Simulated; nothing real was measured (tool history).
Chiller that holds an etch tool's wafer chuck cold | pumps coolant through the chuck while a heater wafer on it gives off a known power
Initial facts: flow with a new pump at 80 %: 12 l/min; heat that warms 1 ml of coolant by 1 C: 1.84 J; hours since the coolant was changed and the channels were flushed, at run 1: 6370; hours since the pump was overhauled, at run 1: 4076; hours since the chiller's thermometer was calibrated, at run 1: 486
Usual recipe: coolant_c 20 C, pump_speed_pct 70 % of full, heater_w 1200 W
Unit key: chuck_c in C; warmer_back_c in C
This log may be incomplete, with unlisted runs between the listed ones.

run    hour  coolant_c  pump_speed_pct  heater_w  hours since the coolant was changed and the channels were flushed  hours since the pump was overhauled  hours since the chiller's thermometer was calibrated  chuck_c  warmer_back_c
  1       0         20              70      1200                                                               6370                                 4076                                                   486     32.9           3.72
  2    46.6         20              70       710                                                               6417                                 4123                                                   533     28.1           2.25
  3   111.2         20              70       710                                                               6481                                 4187                                                   598     27.8           2.28
      197.6  -- coolant changed, channels flushed
  4   209.9         20              70       677                                                                 12                                 4280                                                   690     27.2           2.13
  5   309.1         20              86      1200                                                                111                                 4379                                                   789     31.4           3.03
  6   394.8         14              86      1200                                                                197                                 4465                                                   875     25.5           3.05
  7   441.9         14              86      1200                                                                244                                 4512                                                   922     25.5           3.02
  8   495.7         14              86      1200                                                                298                                 4566                                                   976     25.3           3.06
  9   585.3         20              70      1200                                                                388                                 4655                                                  1066     32.9           3.76
 10   676.3         20              63      1200                                                                479                                 4746                                                  1157     33.7           4.28
 11   742.6         20              63      1200                                                                545                                 4813                                                  1223       34           4.24
 12   815.2         20              70      1200                                                                618                                 4885                                                  1296       33           3.82
 13   914.9         20              70      1200                                                                717                                 4985                                                  1395     32.9           3.81
 14  1001.7         20              70      1200                                                                804                                 5072                                                  1482       33           3.81
 15  1088.4         19              70      1200                                                                891                                 5158                                                  1569     31.8           3.84
 16  1193.8         19              70      1200                                                                996                                 5264                                                  1674       32           3.84
 17  1247.6         19              70      1200                                                               1050                                 5318                                                  1728     32.1           3.85
 18  1326.3         19              70      1200                                                               1129                                 5396                                                  1807       32           3.82
 19  1393.8         13              70      1767                                                               1196                                 5464                                                  1874     32.1           5.65
 20  1458.8         19              81       864                                                               1261                                 5529                                                  1939     27.5           2.39
 21  1540.1         19              81      1428                                                               1342                                 5610                                                  2021       33           3.89
 22  1591.5         19              75      1428                                                               1394                                 5662                                                  2072     33.8           4.28
 23  1673.8         19              75      1428                                                               1476                                 5744                                                  2154     33.9           4.27
 24  1763.3         15              70      1200                                                               1566                                 5833                                                  2244       28           3.87
 25  1858.2         20              78      1273                                                               1661                                 5928                                                  2339     32.9           3.68
 26  1956.7         20              78      1273                                                               1759                                 6027                                                  2437     32.9           3.71
     1963.6  -- chiller's thermometer calibrated
 27  2014.2         20              89       877                                                               1816                                 6083                                                    51     28.1           2.26
 28  2057.8         26              94      1200                                                               1859                                 6127                                                    94     36.6            2.9
 29  2148.2         26              94      1200                                                               1950                                 6217                                                   185     36.8           2.91
 30  2215.7         30              64       826                                                               2017                                 6285                                                   252     39.6           2.96
 31  2263.8         30              74       826                                                               2065                                 6333                                                   300     38.6           2.62

Had the tool no unlogged condition, and each run kept its random variation, what would the results have been?
Hidden conditions of the tool in this case: heat passed by the chuck's channels, % of clean ones'; flow at a given pump speed, % of a new pump's; coolant's true temperature over the reading, C; drift of the gauge itself on chuck_c, C; drift of the gauge itself on warmer_back_c, C.
run  warmer_back_c
  1           3.72
  2           2.24
  3           2.27
  4           2.12
  5           3.01
  6           3.02
  7           2.99
  8           3.03
  9           3.72
 10           4.23
 11           4.19
 12           3.76
 13           3.74
 14           3.74
 15           3.77
 16           3.76
 17           3.77
 18           3.73
 19           5.56
 20           2.29
 21           3.79
 22           4.17
 23           4.16
 24           3.75
 25           3.56
 26           3.58
 27           2.13
 28           2.77
 29           2.76
 30           2.81
 31           2.47
chuck_c without the hidden state stays within 0.1 C of what was measured, in all runs.
